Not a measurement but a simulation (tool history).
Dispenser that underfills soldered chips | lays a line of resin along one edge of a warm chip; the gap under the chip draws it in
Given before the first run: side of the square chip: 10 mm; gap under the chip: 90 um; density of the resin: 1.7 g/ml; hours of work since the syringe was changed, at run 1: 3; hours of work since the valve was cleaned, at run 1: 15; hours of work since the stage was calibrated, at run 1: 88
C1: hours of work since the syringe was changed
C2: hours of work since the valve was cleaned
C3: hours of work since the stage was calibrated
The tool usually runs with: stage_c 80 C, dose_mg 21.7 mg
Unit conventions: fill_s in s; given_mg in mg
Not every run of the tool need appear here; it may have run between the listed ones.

run 1 hour=0.0 | stage_c=80 dose_mg=21.7 | C1=3 C2=15 C3=88 | fill_s=74.9 given_mg=21.77
run 2 hour=4.0 | stage_c=80 dose_mg=21.7 | C1=6 C2=17 C3=91 | fill_s=82.9 given_mg=21.50
run 3 hour=8.4 | stage_c=80 dose_mg=21.7 | C1=9 C2=20 C3=94 | fill_s=97.7 given_mg=21.52
-- hour=12.8 new syringe of resin
run 4 hour=14.4 | stage_c=80 dose_mg=21.7 | C1=1 C2=24 C3=97 | fill_s=65.0 given_mg=21.34
run 5 hour=21.2 | stage_c=80 dose_mg=21.7 | C1=5 C2=28 C3=101 | fill_s=81.9 given_mg=21.42
run 6 hour=27.4 | stage_c=74 dose_mg=21.7 | C1=9 C2=32 C3=105 | fill_s=133.4 given_mg=21.34
-- hour=30.9 new syringe of resin
run 7 hour=30.9 | stage_c=74 dose_mg=21.7 | C1=0 C2=34 C3=107 | fill_s=85.1 given_mg=21.44
run 8 hour=36.6 | stage_c=80 dose_mg=21.7 | C1=4 C2=38 C3=111 | fill_s=74.8 given_mg=21.14
run 9 hour=42.0 | stage_c=66 dose_mg=21.7 | C1=7 C2=41 C3=114 | fill_s=179.2 given_mg=21.21
run 10 hour=48.3 | stage_c=66 dose_mg=21.7 | C1=11 C2=45 C3=118 | fill_s=222.2 given_mg=21.31
-- hour=49.5 new syringe of resin
run 11 hour=53.1 | stage_c=66 dose_mg=21.7 | C1=2 C2=48 C3=121 | fill_s=147.1 given_mg=21.25
run 12 hour=59.3 | stage_c=66 dose_mg=21.7 | C1=6 C2=52 C3=125 | fill_s=178.0 given_mg=21.23
run 13 hour=62.8 | stage_c=80 dose_mg=26.9 | C1=8 C2=54 C3=127 | fill_s=93.9 given_mg=26.16
run 14 hour=66.2 | stage_c=80 dose_mg=26.9 | C1=11 C2=56 C3=130 | fill_s=104.2 given_mg=26.06
-- hour=67.9 new syringe of resin
run 15 hour=70.8 | stage_c=80 dose_mg=26.9 | C1=2 C2=59 C3=132 | fill_s=67.7 given_mg=26.13
run 16 hour=76.0 | stage_c=80 dose_mg=26.9 | C1=5 C2=62 C3=136 | fill_s=79.5 given_mg=26.02
run 17 hour=81.5 | stage_c=80 dose_mg=26.9 | C1=9 C2=66 C3=139 | fill_s=93.8 given_mg=26.09
run 18 hour=84.2 | stage_c=80 dose_mg=26.9 | C1=10 C2=67 C3=141 | fill_s=102.6 given_mg=26.23
-- hour=86.5 new syringe of resin
-- hour=90.1 dispensing valve cleaned and set on the balance
run 19 hour=92.2 | stage_c=85 dose_mg=23.1 | C1=3 C2=1 C3=145 | fill_s=58.4 given_mg=22.89

What will run 20 give?
run 20 hour=95.0 | stage_c=90 dose_mg=19.7 | C1=5 C2=3 C3=147 | fill_s=? given_mg=?

Logged for run 20: fill_s 52.3 s, given_mg 19.65 mg.
The same run, on a tool lacking any hidden state, would have yielded fill_s 39.7 s, given_mg 19.66 mg.
